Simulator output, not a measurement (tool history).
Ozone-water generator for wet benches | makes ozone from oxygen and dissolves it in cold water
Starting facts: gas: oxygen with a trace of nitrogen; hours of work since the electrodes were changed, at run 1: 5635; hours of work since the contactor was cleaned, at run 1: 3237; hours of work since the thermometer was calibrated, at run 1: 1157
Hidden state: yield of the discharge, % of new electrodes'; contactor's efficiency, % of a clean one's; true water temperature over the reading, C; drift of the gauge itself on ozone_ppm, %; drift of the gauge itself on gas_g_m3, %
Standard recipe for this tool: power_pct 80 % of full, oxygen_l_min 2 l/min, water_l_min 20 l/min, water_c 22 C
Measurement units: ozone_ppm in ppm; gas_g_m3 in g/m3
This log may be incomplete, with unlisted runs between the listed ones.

run	hour	power_pct	oxygen_l_min	water_l_min	water_c	hours of work since the electrodes were changed	hours of work since the contactor was cleaned	hours of work since the thermometer was calibrated	ozone_ppm	gas_g_m3
1	0	80	2	20	22	5635	3237	1157	15.1	261.1
2	131.7	46	2	20	22	5763	3365	1284	11.3	197.5
3	201.7	46	2	20	22	5830	3432	1352	11.4	196.7
4	275.5	80	2	20	22	5902	3504	1424	14.6	259.6
5	405.7	80	2	20	22	6028	3630	1550	14.7	257.6
6	516.1	80	2	21	22	6135	3737	1656	14.1	256.7
7	672.5	80	2	21	22	6286	3888	1808	13.5	256.8
8	780.5	80	2	21	22	6391	3992	1912	13.9	258.7
9	884.4	84	2	21	22	6491	4093	2013	14.1	260.3
10	1002.7	84	2	21	22	6606	4208	2127	14	261.4
# hour 1016.1: contactor cleaned
11	1151.7	84	2	21	22	6746	131	2268	13.7	258.4
12	1287.9	84	2	21	22	6878	263	2400	13.8	258.3
13	1386.6	80	2	20	22	6973	359	2495	14	252.8
14	1453.3	80	2	22	22	7038	423	2560	12.6	250.1
15	1559.8	80	2.2	13	25	7141	526	2663	20.3	234.6
16	1664.5	80	1.51	12	22	7242	628	2764	22.7	300.9
# hour 1772.1: contactor cleaned, once more
17	1781	80	1.51	12	22	7351	9	2873	23.4	298.9
18	1941	62	1.51	12	18	7506	164	3028	21.3	262.7
19	2043.2	74	1.51	23	18	7605	262	3127	11.7	285.3
20	2147.9	80	2.69	20	23	7706	364	3228	14.5	204
21	2237.9	80	2.69	20	23	7794	451	3315	14.5	204.7
22	2320.2	80	2.69	20	23	7873	531	3395	14.6	203.7
23	2463.3	89	2.69	27	23	8012	669	3533	11.1	215.3
24	2617	82	2	20	15	8160	818	3682	15	246.8
25	2691.4	82	2	29	18	8232	890	3754	9.7	243.9
# hour 2710.5: water thermometer calibrated
26	2768.2	82	2	29	20	8306	964	56	9.8	248.1

Alternative continuations, all from the tool just after run 26; predict every row:
A	2843.7	80	2.61	12	22	8379	1037	129	?	?
B	2843.7	82	2.62	28	17	8379	1037	129	?	?
C	2843.7	92	2.24	20	22	8379	1037	129	?	?
D	2843.7	82	2	20	27	8379	1037	129	?	?

run	ozone_ppm	gas_g_m3
A	22.6	207.3
B	10.6	206.2
C	15.4	240.3
D	13.5	248
What these runs would have given with no unlogged condition in the tool:
run	ozone_ppm	gas_g_m3
A	27.6	252.4
B	13	251.6
C	19	296.2
D	16.5	302.4
